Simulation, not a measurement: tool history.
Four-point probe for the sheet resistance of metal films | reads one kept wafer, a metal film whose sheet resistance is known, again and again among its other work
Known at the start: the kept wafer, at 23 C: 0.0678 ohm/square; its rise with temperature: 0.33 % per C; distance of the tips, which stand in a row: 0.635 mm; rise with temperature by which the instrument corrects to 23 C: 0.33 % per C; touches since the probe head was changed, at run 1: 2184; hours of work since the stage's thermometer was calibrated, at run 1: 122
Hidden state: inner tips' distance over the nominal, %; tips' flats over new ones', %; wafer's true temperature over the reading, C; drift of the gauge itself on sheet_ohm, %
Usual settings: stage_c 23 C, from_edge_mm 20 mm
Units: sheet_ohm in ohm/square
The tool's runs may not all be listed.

run,hour,stage_c,from_edge_mm,touches since the probe head was changed,hours of work since the stage's thermometer was calibrated,sheet_ohm
1,0,23,20,2184,122,0.067882
2,18.7,23,20,3206,135,0.067894
3,30.8,23,20,3864,143,0.067868
4,43.1,23,20,4535,151,0.067825
5,54.5,23,20,5156,159,0.067857
6,64.6,23,20,5702,165,0.067851
7,78,23,20,6435,174,0.067877
8,98.2,23,63,7536,188,0.067833
9,107.3,23,63,8033,194,0.067815
10,126.8,23,63,9096,207,0.067821
11,147,28,3,10195,220,0.069392
12,163.1,21,19,11073,231,0.067862
13,183.6,21,19,12190,245,0.06786
14,198.3,21,19,12989,255,0.067853
15,211.5,27,11,13707,263,0.067944
16,225.3,34,8,14458,273,0.068025
17,244.5,23,17,15506,285,0.06783

5 ways to go on from here, each from the tool as it stands after run 17. What would each give?
A,263.5,23,17,16540,298,?
B,263.5,25,8,16540,298,?
C,263.5,30,14,16540,298,?
D,263.5,32,8,16540,298,?
E,263.5,23,20,16540,298,?

run,sheet_ohm
A,0.067832
B,0.06802
C,0.067889
D,0.068019
E,0.067833
Without the tool's hidden state the same runs would have given:
run,sheet_ohm
A,0.067828
B,0.068016
C,0.067883
D,0.068013
E,0.067828

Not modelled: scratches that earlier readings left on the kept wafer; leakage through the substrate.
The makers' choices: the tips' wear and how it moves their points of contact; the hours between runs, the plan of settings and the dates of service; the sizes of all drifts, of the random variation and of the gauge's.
